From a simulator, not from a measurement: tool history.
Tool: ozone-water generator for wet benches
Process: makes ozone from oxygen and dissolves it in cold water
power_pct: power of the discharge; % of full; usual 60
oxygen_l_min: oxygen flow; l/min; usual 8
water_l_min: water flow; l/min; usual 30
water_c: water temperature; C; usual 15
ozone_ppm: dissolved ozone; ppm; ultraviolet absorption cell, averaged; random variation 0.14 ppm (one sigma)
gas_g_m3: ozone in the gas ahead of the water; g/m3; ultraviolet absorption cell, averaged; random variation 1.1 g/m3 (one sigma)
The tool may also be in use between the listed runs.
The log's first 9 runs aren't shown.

{"run": 10, "day": 22.642, "power_pct": 60, "oxygen_l_min": 8, "water_l_min": 30, "water_c": 15, "ozone_ppm": 17.4, "gas_g_m3": 202.4}
{"run": 11, "day": 26.204, "power_pct": 60, "oxygen_l_min": 8, "water_l_min": 30, "water_c": 15, "ozone_ppm": 17.1, "gas_g_m3": 203.1}
{"run": 12, "day": 29.3, "power_pct": 60, "oxygen_l_min": 8, "water_l_min": 30, "water_c": 15, "ozone_ppm": 17.4, "gas_g_m3": 202.8}
{"run": 13, "day": 30.962, "power_pct": 60, "oxygen_l_min": 8, "water_l_min": 30, "water_c": 15, "ozone_ppm": 16.9, "gas_g_m3": 203.8}
{"run": 14, "day": 33.521, "power_pct": 60, "oxygen_l_min": 8, "water_l_min": 30, "water_c": 15, "ozone_ppm": 17, "gas_g_m3": 203.7}
{"run": 15, "day": 36.238, "power_pct": 60, "oxygen_l_min": 8, "water_l_min": 30, "water_c": 15, "ozone_ppm": 17, "gas_g_m3": 204.4}
{"run": 16, "day": 39.054, "power_pct": 60, "oxygen_l_min": 8, "water_l_min": 30, "water_c": 15, "ozone_ppm": 17.3, "gas_g_m3": 202.5}
{"run": 17, "day": 40.679, "power_pct": 60, "oxygen_l_min": 8, "water_l_min": 30, "water_c": 15, "ozone_ppm": 16.8, "gas_g_m3": 204.4}
{"run": 18, "day": 42.317, "power_pct": 81, "oxygen_l_min": 14.34, "water_l_min": 41, "water_c": 15, "ozone_ppm": 20.3, "gas_g_m3": 221.5}
{"run": 19, "day": 45.696, "power_pct": 81, "oxygen_l_min": 14.34, "water_l_min": 43, "water_c": 15, "ozone_ppm": 19.3, "gas_g_m3": 221.9}
{"run": 20, "day": 47.238, "power_pct": 81, "oxygen_l_min": 14.34, "water_l_min": 43, "water_c": 15, "ozone_ppm": 19.3, "gas_g_m3": 220.6}
{"run": 21, "day": 49.554, "power_pct": 60, "oxygen_l_min": 8.56, "water_l_min": 30, "water_c": 15, "ozone_ppm": 17.4, "gas_g_m3": 198.4}
{"run": 22, "day": 51.825, "power_pct": 60, "oxygen_l_min": 8.56, "water_l_min": 30, "water_c": 15, "ozone_ppm": 17.5, "gas_g_m3": 202.1}
{"run": 23, "day": 53.442, "power_pct": 60, "oxygen_l_min": 8.56, "water_l_min": 30, "water_c": 15, "ozone_ppm": 17.6, "gas_g_m3": 202.4}
{"run": 24, "day": 56.529, "power_pct": 80, "oxygen_l_min": 8, "water_l_min": 25, "water_c": 9, "ozone_ppm": 27.6, "gas_g_m3": 262.2}

The next listed run, before its measurement:
{"run": 25, "day": 59.858, "power_pct": 80, "oxygen_l_min": 4.28, "water_l_min": 28, "water_c": 9, "ozone_ppm": "?", "gas_g_m3": "?"}

ozone_ppm: 20 ppm
gas_g_m3: 318.3 g/m3
Without the tool's hidden state the same run would have given ozone_ppm 20.1 ppm, gas_g_m3 311.2 g/m3.

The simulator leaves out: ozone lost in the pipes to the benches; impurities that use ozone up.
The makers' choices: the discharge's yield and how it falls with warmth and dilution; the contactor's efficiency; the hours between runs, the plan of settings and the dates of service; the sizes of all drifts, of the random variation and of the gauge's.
